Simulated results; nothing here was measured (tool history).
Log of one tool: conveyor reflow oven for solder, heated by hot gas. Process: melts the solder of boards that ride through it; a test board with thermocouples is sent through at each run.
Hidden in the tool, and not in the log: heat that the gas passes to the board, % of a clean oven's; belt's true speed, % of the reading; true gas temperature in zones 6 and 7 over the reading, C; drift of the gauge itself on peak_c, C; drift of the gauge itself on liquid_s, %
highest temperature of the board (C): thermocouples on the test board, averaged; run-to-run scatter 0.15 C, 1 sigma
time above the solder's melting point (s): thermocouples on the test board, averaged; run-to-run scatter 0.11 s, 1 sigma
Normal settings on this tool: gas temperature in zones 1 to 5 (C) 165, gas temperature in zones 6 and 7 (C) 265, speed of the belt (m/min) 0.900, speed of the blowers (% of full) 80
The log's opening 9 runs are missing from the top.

run,hour,gas temperature in zones 1 to 5 (C),gas temperature in zones 6 and 7 (C),speed of the belt (m/min),speed of the blowers (% of full),hours of work since the flux was cleaned out,hours of work since the belt drive was overhauled,hours of work since the thermocouples were changed,highest temperature of the board (C),time above the solder's melting point (s)
10,167.1,165,265,0.900,74,233,724,495,250.5,37.8
11,185.4,165,265,0.900,62,245,735,507,248.3,35.7
12,200.4,165,265,0.900,62,255,745,516,248.5,36.0
13,221.0,165,265,0.900,62,268,758,530,248.5,35.9
14,232.7,165,265,0.900,62,275,766,537,248.7,36.0
15,258.7,165,266,0.900,80,292,783,554,252.6,38.4
16,273.9,155,265,1.025,55,302,792,564,239.7,23.3
17,289.8,155,265,1.025,55,312,803,574,239.6,23.5
18,308.2,155,271,1.025,85,324,814,586,251.6,31.1
19,323.2,170,265,0.900,80,334,824,595,252.1,39.7
20,338.4,180,265,0.900,80,343,834,605,253.5,42.9
21,352.9,165,265,0.927,53,353,843,614,245.4,32.4
22,378.0,165,265,0.927,53,369,859,631,245.3,32.2
23,393.1,156,265,0.907,82,379,869,640,250.2,35.5
24,407.1,165,265,0.900,55,388,878,649,246.9,34.5
25,428.9,174,265,0.892,55,402,892,663,248.9,38.3
# hour 437.6: belt drive overhauled, speed set with a stopwatch
26,448.5,174,265,0.892,65,412,7,673,250.9,39.6
27,465.3,174,265,0.892,65,423,18,684,250.8,39.8
28,479.6,177,278,0.892,57,432,27,693,261.7,44.9
29,491.8,158,256,0.865,57,440,35,701,239.7,29.9
# hour 511.6: flux residue cleaned out of gas plates and filters
30,511.6,158,256,0.865,57,0,44,711,239.4,29.9

Predict each of these 5 candidate next runs independently; none follows another, all start after run 30:
A,524.0,165,263,1.059,52,8,52,719,?,?
B,524.0,158,256,0.887,57,8,52,719,?,?
C,524.0,156,269,0.865,52,8,52,719,?,?
D,524.0,158,270,0.734,55,8,52,719,?,?
E,524.0,162,273,0.946,80,8,52,719,?,?

run,highest temperature of the board (C),time above the solder's melting point (s)
A,238.4,23.2
B,238.7,28.5
C,249.4,35.7
D,257.0,48.5
E,256.7,37.5
What these runs would have given with no unlogged condition in the tool:
run,highest temperature of the board (C),time above the solder's melting point (s)
A,238.4,23.2
B,238.7,28.5
C,249.3,35.7
D,257.0,48.5
E,256.7,37.5
